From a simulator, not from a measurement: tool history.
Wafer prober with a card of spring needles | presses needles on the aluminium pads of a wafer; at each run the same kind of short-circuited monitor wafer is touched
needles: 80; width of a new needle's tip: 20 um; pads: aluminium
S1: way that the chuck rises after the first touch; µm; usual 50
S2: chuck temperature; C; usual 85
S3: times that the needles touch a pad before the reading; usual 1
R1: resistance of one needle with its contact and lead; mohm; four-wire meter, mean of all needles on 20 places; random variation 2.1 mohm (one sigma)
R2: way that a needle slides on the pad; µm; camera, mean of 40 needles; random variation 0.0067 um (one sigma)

run 1 hour=0.0 | S1=50 S2=85 S3=1 | R1=266 R2=7.172
run 2 hour=12.7 | S1=50 S2=85 S3=1 | R1=354 R2=7.177
-- hour=15.2 tips cleaned on abrasive film
run 3 hour=23.5 | S1=50 S2=85 S3=1 | R1=334 R2=7.161
-- hour=30.9 tips cleaned on abrasive film
run 4 hour=38.8 | S1=37 S2=85 S3=1 | R1=401 R2=5.257
-- hour=39.9 height of the first contact set anew
-- hour=47.9 tips cleaned on abrasive film
run 5 hour=53.1 | S1=37 S2=85 S3=1 | R1=384 R2=5.170
run 6 hour=63.4 | S1=37 S2=85 S3=1 | R1=469 R2=5.168
-- hour=64.3 tips cleaned on abrasive film
run 7 hour=74.4 | S1=37 S2=85 S3=1 | R1=424 R2=5.130
-- hour=80.7 tips cleaned on abrasive film
-- hour=87.1 height of the first contact set anew, once more
run 8 hour=90.4 | S1=48 S2=85 S3=1 | R1=345 R2=6.980
-- hour=97.6 tips cleaned on abrasive film
run 9 hour=102.7 | S1=48 S2=85 S3=1 | R1=320 R2=6.965
-- hour=113.5 tips cleaned on abrasive film
run 10 hour=118.0 | S1=48 S2=85 S3=1 | R1=324 R2=6.936
-- hour=130.0 tips cleaned on abrasive film
run 11 hour=131.8 | S1=50 S2=44 S3=1 | R1=271 R2=7.213
run 12 hour=140.9 | S1=50 S2=85 S3=1 | R1=354 R2=7.205
-- hour=145.8 tips cleaned on abrasive film
run 13 hour=151.6 | S1=50 S2=85 S3=1 | R1=314 R2=7.203
run 14 hour=158.8 | S1=50 S2=85 S3=1 | R1=350 R2=7.190
-- hour=161.9 tips cleaned on abrasive film
run 15 hour=166.5 | S1=46 S2=85 S3=1 | R1=323 R2=6.587
-- hour=178.1 tips cleaned on abrasive film
run 16 hour=182.1 | S1=50 S2=85 S3=1 | R1=308 R2=7.162
-- hour=194.4 tips cleaned on abrasive film
run 17 hour=194.5 | S1=50 S2=85 S3=1 | R1=250 R2=7.125
run 18 hour=208.0 | S1=39 S2=86 S3=2 | R1=358 R2=5.551
-- hour=210.8 tips cleaned on abrasive film
run 19 hour=217.6 | S1=39 S2=52 S3=2 | R1=321 R2=5.510
-- hour=222.4 height of the first contact set anew
run 20 hour=224.8 | S1=67 S2=30 S3=2 | R1=264 R2=9.740

The next listed run, before its measurement:
-- hour=227.9 tips cleaned on abrasive film
run 21 hour=235.5 | S1=67 S2=30 S3=2 | R1=? R2=?

R1: 259 mohm
R2: 9.721 µm
Without the tool's hidden state the same run would have given R1 220 mohm, R2 9.736 µm.
